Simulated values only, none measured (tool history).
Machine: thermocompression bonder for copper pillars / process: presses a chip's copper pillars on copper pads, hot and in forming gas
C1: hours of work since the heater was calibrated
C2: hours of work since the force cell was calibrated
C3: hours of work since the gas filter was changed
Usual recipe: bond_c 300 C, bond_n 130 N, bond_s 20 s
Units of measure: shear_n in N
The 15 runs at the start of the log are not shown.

Run 16, hour 1078: usual settings but bond_c 289 C; C1 951; C2 289; C3 75. Result: shear_n 59.9 N.
Run 17, hour 1140.7: usual settings; C1 985; C2 323; C3 109. Result: shear_n 66.7 N.
Run 18, hour 1232.2: usual settings; C1 1034; C2 373; C3 158. Result: shear_n 66.6 N.
Run 19, hour 1319: usual settings but bond_s 27 s; C1 1081; C2 420; C3 205. Result: shear_n 72.2 N.
Run 20, hour 1396.1: usual settings but bond_c 275 C; C1 1123; C2 461; C3 247. Result: shear_n 51.6 N.
Run 21, hour 1443.4: usual settings but bond_n 125 N; C1 1148; C2 487; C3 272. Result: shear_n 64.6 N.
At hour 1502.1: forming gas filter changed.
Run 22, hour 1518.2: usual settings but bond_n 125 N; C1 1189; C2 527; C3 9. Result: shear_n 65.3 N.
Run 23, hour 1585.5: usual settings but bond_n 125 N; C1 1225; C2 563; C3 45. Result: shear_n 65.1 N.
Run 24, hour 1670.5: usual settings but bond_n 125 N; C1 1271; C2 609; C3 91. Result: shear_n 63.1 N.
Run 25, hour 1732.2: usual settings but bond_c 282 C, bond_n 94 N; C1 1304; C2 643; C3 124. Result: shear_n 41.9 N.
Run 26, hour 1772.3: usual settings but bond_c 282 C, bond_n 94 N; C1 1326; C2 664; C3 146. Result: shear_n 42.3 N.
Run 27, hour 1851.1: usual settings but bond_n 102 N; C1 1368; C2 707; C3 189. Result: shear_n 53.8 N.
At hour 1874.5: force cell calibrated.
Run 28, hour 1951.8: usual settings but bond_n 161 N, bond_s 31 s; C1 1422; C2 42; C3 242. Result: shear_n 86.7 N.
Run 29, hour 2038.3: usual settings but bond_c 288 C, bond_n 99 N, bond_s 42 s; C1 1469; C2 89; C3 289. Result: shear_n 59.8 N.
At hour 2067.9: forming gas filter changed.
Run 30, hour 2095.2: usual settings but bond_c 318 C, bond_n 80 N, bond_s 59 s; C1 1499; C2 119; C3 15. Result: shear_n 73.5 N.
At hour 2182.4: heater calibrated with a thermocouple chip.
Run 31, hour 2182.4: usual settings but bond_n 119 N, bond_s 28 s; C1 0; C2 165; C3 61. Result: shear_n 69.5 N.
Run 32, hour 2250.6: usual settings but bond_c 303 C, bond_n 103 N, bond_s 24 s; C1 37; C2 202; C3 98. Result: shear_n 60.3 N.
Run 33, hour 2319.4: usual settings but bond_c 287 C, bond_n 137 N, bond_s 35 s; C1 74; C2 239; C3 135. Result: shear_n 76.2 N.
Run 34, hour 2398.4: usual settings but bond_c 298 C, bond_n 137 N, bond_s 35 s; C1 117; C2 282; C3 178. Result: shear_n 81.6 N.

Predict the results of run 35:
Run 35, hour 2487.5: usual settings but bond_c 292 C; C1 165; C2 330; C3 226. Result: shear_n ?.

shear_n: 62.1 N
With the hidden condition absent and the run-to-run variation left alone, this run would have shown shear_n 62.3 N.
